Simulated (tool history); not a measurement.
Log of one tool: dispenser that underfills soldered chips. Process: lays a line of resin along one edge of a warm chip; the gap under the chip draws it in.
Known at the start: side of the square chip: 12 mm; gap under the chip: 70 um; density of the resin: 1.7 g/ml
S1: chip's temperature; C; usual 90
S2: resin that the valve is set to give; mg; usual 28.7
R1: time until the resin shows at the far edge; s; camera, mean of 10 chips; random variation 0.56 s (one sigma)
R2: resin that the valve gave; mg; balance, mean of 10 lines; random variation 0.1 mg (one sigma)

{"run": 1, "hour": 0.0, "S1": 90, "S2": 28.7, "R1": 65.1, "R2": 28.13}
{"run": 2, "hour": 8.0, "S1": 90, "S2": 37.1, "R1": 102.1, "R2": 36.19}
{"hour": 10.6, "done": "new syringe of resin"}
{"run": 3, "hour": 19.4, "S1": 90, "S2": 37.1, "R1": 78.8, "R2": 36.11}
{"hour": 27.0, "done": "new syringe of resin"}
{"run": 4, "hour": 34.5, "S1": 90, "S2": 24.6, "R1": 75.5, "R2": 23.64}
{"hour": 43.7, "done": "new syringe of resin"}
{"run": 5, "hour": 46.7, "S1": 90, "S2": 24.6, "R1": 59.3, "R2": 23.57}
{"hour": 60.4, "done": "new syringe of resin"}
{"run": 6, "hour": 62.1, "S1": 90, "S2": 27.4, "R1": 53.5, "R2": 26.12}
{"hour": 77.0, "done": "new syringe of resin"}
{"run": 7, "hour": 77.5, "S1": 90, "S2": 27.4, "R1": 50.4, "R2": 25.86}
{"run": 8, "hour": 92.2, "S1": 90, "S2": 27.4, "R1": 113.3, "R2": 25.58}
{"hour": 93.9, "done": "new syringe of resin"}
{"hour": 108.8, "done": "dispensing valve cleaned and set on the balance"}
{"run": 9, "hour": 108.8, "S1": 90, "S2": 27.4, "R1": 106.9, "R2": 27.39}
{"hour": 110.8, "done": "new syringe of resin"}
{"run": 10, "hour": 120.2, "S1": 90, "S2": 27.4, "R1": 83.3, "R2": 27.18}
{"hour": 126.6, "done": "new syringe of resin"}
{"run": 11, "hour": 131.0, "S1": 90, "S2": 27.4, "R1": 63.6, "R2": 27.09}
{"run": 12, "hour": 139.3, "S1": 90, "S2": 27.4, "R1": 97.8, "R2": 26.9}
{"hour": 143.0, "done": "new syringe of resin"}
{"run": 13, "hour": 153.9, "S1": 90, "S2": 27.4, "R1": 91.9, "R2": 26.77}
{"hour": 159.4, "done": "new syringe of resin"}
{"run": 14, "hour": 167.7, "S1": 90, "S2": 28.7, "R1": 77.5, "R2": 28}
{"hour": 176.1, "done": "new syringe of resin"}
{"run": 15, "hour": 179.4, "S1": 90, "S2": 28.7, "R1": 59.6, "R2": 27.87}
{"run": 16, "hour": 189.4, "S1": 90, "S2": 28.7, "R1": 104, "R2": 27.39}
{"hour": 191.9, "done": "new syringe of resin"}
{"run": 17, "hour": 198.9, "S1": 90, "S2": 28.7, "R1": 73.2, "R2": 27.39}
{"hour": 207.8, "done": "new syringe of resin"}
{"run": 18, "hour": 207.8, "S1": 90, "S2": 28.7, "R1": 49.5, "R2": 27.37}
{"run": 19, "hour": 216.9, "S1": 90, "S2": 28.7, "R1": 81.8, "R2": 27.19}
{"hour": 223.5, "done": "new syringe of resin"}
{"run": 20, "hour": 230.2, "S1": 95, "S2": 28.3, "R1": 58.6, "R2": 26.58}
{"hour": 239.4, "done": "new syringe of resin"}
{"run": 21, "hour": 245.0, "S1": 88, "S2": 28.7, "R1": 75.4, "R2": 26.8}
{"hour": 255.2, "done": "new syringe of resin"}
{"run": 22, "hour": 256.7, "S1": 88, "S2": 28.7, "R1": 60.1, "R2": 26.7}
{"hour": 263.0, "done": "dispensing valve cleaned and set on the balance"}
{"hour": 272.4, "done": "new syringe of resin"}
{"run": 23, "hour": 272.6, "S1": 97, "S2": 33.8, "R1": 36.1, "R2": 33.66}
{"run": 24, "hour": 287.2, "S1": 80, "S2": 35.2, "R1": 182.8, "R2": 34.73}
{"hour": 289.0, "done": "new syringe of resin"}
{"run": 25, "hour": 300.4, "S1": 80, "S2": 35.2, "R1": 149.6, "R2": 34.62}
{"hour": 305.3, "done": "new syringe of resin"}
{"run": 26, "hour": 311.5, "S1": 80, "S2": 35.2, "R1": 109.1, "R2": 34.48}
{"hour": 321.5, "done": "new syringe of resin"}
{"run": 27, "hour": 324.5, "S1": 76, "S2": 36.9, "R1": 115.3, "R2": 35.87}
{"run": 28, "hour": 334.4, "S1": 87, "S2": 27.1, "R1": 121.7, "R2": 26.17}
{"hour": 337.9, "done": "new syringe of resin"}
{"run": 29, "hour": 348.9, "S1": 90, "S2": 33.9, "R1": 94.5, "R2": 32.62}
{"hour": 354.1, "done": "new syringe of resin"}
{"run": 30, "hour": 364.5, "S1": 90, "S2": 33.9, "R1": 88.7, "R2": 32.54}
{"hour": 369.9, "done": "new syringe of resin"}
{"run": 31, "hour": 377.6, "S1": 90, "S2": 35.8, "R1": 77.1, "R2": 33.91}
{"hour": 386.3, "done": "new syringe of resin"}
{"run": 32, "hour": 386.4, "S1": 90, "S2": 35.8, "R1": 51.7, "R2": 33.96}
{"run": 33, "hour": 398.6, "S1": 90, "S2": 35.8, "R1": 100.9, "R2": 33.76}
{"hour": 402.2, "done": "new syringe of resin"}
{"run": 34, "hour": 412.4, "S1": 90, "S2": 35.8, "R1": 90, "R2": 33.54}
{"hour": 416.5, "done": "dispensing valve cleaned and set on the balance"}
{"hour": 419.2, "done": "new syringe of resin"}
{"run": 35, "hour": 424.6, "S1": 93, "S2": 28.5, "R1": 60.3, "R2": 28.45}

Forecast each of these 3 alternatives for the next run:
{"run": "A", "hour": 433.2, "S1": 87, "S2": 32, "R1": "?", "R2": "?"}
{"run": "B", "hour": 433.2, "S1": 79, "S2": 30.6, "R1": "?", "R2": "?"}
{"run": "C", "hour": 433.2, "S1": 93, "S2": 25.7, "R1": "?", "R2": "?"}

run=A R1=128.6 R2=31.68
run=B R1=185.6 R2=30.22
run=C R1=98.5 R2=25.42
Without the tool's hidden state the same runs would have given:
run=A R1=53.7 R2=32.01
run=B R1=77.2 R2=30.54
run=C R1=41 R2=25.69

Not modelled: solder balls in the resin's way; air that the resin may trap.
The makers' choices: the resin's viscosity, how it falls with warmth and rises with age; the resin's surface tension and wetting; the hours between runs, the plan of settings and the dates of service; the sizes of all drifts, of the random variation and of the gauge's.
